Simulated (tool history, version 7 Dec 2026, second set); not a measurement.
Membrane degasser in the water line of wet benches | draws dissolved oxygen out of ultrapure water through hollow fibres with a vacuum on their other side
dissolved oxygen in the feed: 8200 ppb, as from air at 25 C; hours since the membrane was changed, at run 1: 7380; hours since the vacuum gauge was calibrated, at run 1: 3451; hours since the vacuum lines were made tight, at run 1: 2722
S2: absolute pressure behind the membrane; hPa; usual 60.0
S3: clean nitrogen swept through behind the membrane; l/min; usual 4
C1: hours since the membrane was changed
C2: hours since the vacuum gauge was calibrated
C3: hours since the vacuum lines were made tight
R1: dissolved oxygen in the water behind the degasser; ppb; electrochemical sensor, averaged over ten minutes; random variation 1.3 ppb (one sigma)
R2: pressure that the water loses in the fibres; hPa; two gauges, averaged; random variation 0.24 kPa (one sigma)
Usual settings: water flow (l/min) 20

Run 1, hour 0.0: usual settings; C1 7380; C2 3451; C3 2722. Result: R1 153.1 ppb, R2 646.3 hPa.
Run 2, hour 279.2: usual settings; C1 7659; C2 3730; C3 3001. Result: R1 158.0 ppb, R2 641.0 hPa.
Run 3, hour 436.0: usual settings; C1 7816; C2 3887; C3 3158. Result: R1 156.2 ppb, R2 645.7 hPa.
Run 4, hour 597.9: usual settings; C1 7978; C2 4049; C3 3320. Result: R1 157.1 ppb, R2 646.6 hPa.
Run 5, hour 911.2: usual settings; C1 8291; C2 4363; C3 3633. Result: R1 157.8 ppb, R2 652.9 hPa.
Run 6, hour 1134.5: usual settings; C1 8515; C2 4586; C3 3857. Result: R1 162.2 ppb, R2 654.3 hPa.
Run 7, hour 1438.0: usual settings; C1 8818; C2 4889; C3 4160. Result: R1 160.2 ppb, R2 653.7 hPa.
Run 8, hour 1618.6: usual settings; C1 8999; C2 5070; C3 4341. Result: R1 159.5 ppb, R2 653.0 hPa.
Run 9, hour 1923.2: usual settings; C1 9303; C2 5375; C3 4645. Result: R1 162.1 ppb, R2 652.7 hPa.
At hour 1992.0: vacuum gauge calibrated.
Run 10, hour 2169.8: usual settings; C1 9549; C2 178; C3 4891. Result: R1 161.1 ppb, R2 654.1 hPa.
Run 11, hour 2488.1: usual settings; C1 9868; C2 496; C3 5210. Result: R1 161.2 ppb, R2 654.7 hPa.
Run 12, hour 2695.1: usual settings; C1 10075; C2 703; C3 5417. Result: R1 160.6 ppb, R2 658.2 hPa.
Run 13, hour 2916.1: usual settings; C1 10296; C2 924; C3 5638. Result: R1 162.0 ppb, R2 660.0 hPa.
Run 14, hour 3176.2: usual settings; C1 10556; C2 1184; C3 5898. Result: R1 159.4 ppb, R2 657.2 hPa.
Run 15, hour 3485.7: usual settings; C1 10865; C2 1494; C3 6207. Result: R1 164.8 ppb, R2 660.2 hPa.
Run 16, hour 3634.7: usual settings; C1 11014; C2 1643; C3 6356. Result: R1 168.9 ppb, R2 660.2 hPa.
Run 17, hour 3926.9: usual settings but water flow (l/min) 22, S2 141.0 hPa; C1 11307; C2 1935; C3 6648. Result: R1 287.9 ppb, R2 729.6 hPa.
Run 18, hour 4175.2: usual settings but water flow (l/min) 13, S2 100.4 hPa; C1 11555; C2 2183; C3 6897. Result: R1 130.2 ppb, R2 433.8 hPa.
Run 19, hour 4419.8: usual settings but water flow (l/min) 13, S2 100.4 hPa; C1 11799; C2 2428; C3 7141. Result: R1 131.4 ppb, R2 430.9 hPa.

Forecast run 20:
Run 20, hour 4718.5: usual settings but water flow (l/min) 30, S2 100.4 hPa; C1 12098; C2 2726; C3 7440. Result: R1 ?, R2 ?.

{"run 20": {"R1": 349.2, "R2": 995.8}}
Without the tool's hidden state the same run would have given R1 286.4 ppb, R2 918.0 hPa.
